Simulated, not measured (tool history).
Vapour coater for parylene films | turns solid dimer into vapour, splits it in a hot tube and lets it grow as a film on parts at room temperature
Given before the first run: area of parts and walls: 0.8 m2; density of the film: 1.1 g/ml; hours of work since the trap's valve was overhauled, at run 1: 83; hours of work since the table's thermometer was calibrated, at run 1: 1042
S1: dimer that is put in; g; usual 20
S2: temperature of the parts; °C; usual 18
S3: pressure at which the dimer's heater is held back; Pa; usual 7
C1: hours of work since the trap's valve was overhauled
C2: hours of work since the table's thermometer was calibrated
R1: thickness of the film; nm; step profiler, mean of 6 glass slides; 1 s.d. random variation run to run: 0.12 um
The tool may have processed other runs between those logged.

Run 1, hour 0: usual settings; C1 83; C2 1042. Result: R1 14740 nm.
Run 2, hour 56.7: usual settings but S3 2.38 Pa; C1 108; C2 1067. Result: R1 18780 nm.
Run 3, hour 95.7: usual settings but S3 2.38 Pa; C1 125; C2 1084. Result: R1 18620 nm.
Run 4, hour 154.5: usual settings but S3 10.35 Pa; C1 152; C2 1110. Result: R1 13440 nm.
Run 5, hour 223.2: usual settings but S3 10.35 Pa; C1 182; C2 1141. Result: R1 13780 nm.
Run 6, hour 268.8: usual settings but S3 10.35 Pa; C1 203; C2 1161. Result: R1 13640 nm.
Run 7, hour 318.8: usual settings but S1 15 g, S3 10.35 Pa; C1 225; C2 1184. Result: R1 10160 nm.
Run 8, hour 352.4: usual settings but S1 12 g, S2 25 °C, S3 8.2 Pa; C1 240; C2 1198. Result: R1 6670 nm.
Run 9, hour 410.7: usual settings but S1 12 g, S2 25 °C, S3 8.2 Pa; C1 266; C2 1224. Result: R1 6740 nm.
Run 10, hour 445.6: usual settings but S1 12 g, S2 28 °C, S3 5.48 Pa; C1 281; C2 1240. Result: R1 6580 nm.
Run 11, hour 494.1: usual settings but S1 9 g, S2 28 °C, S3 7.05 Pa; C1 303; C2 1262. Result: R1 4620 nm.
Run 12, hour 528.4: usual settings but S1 9 g, S2 10 °C, S3 10.39 Pa; C1 318; C2 1277. Result: R1 8220 nm.
Run 13, hour 603.8: usual settings but S2 30 °C, S3 3.15 Pa; C1 352; C2 1310. Result: R1 11320 nm.

Alternative continuations, all from the tool just after run 13; predict every row:
Run A, hour 649.8: usual settings but S2 19 °C, S3 8.11 Pa; C1 372; C2 1331. Result: R1 ?.
Run B, hour 649.8: usual settings but S1 13 g, S2 10 °C; C1 372; C2 1331. Result: R1 ?.
Run C, hour 649.8: usual settings but S2 23 °C, S3 3.15 Pa; C1 372; C2 1331. Result: R1 ?.
Run D, hour 649.8: usual settings but S1 9 g, S2 29 °C, S3 2.45 Pa; C1 372; C2 1331. Result: R1 ?.

run     R1
  A  13790
  B  12930
  C  14380
  D   5540
With the hidden condition removed and each run's random variation left untouched, the same runs would have given:
run     R1
  A  13810
  B  12940
  C  14400
  D   5550
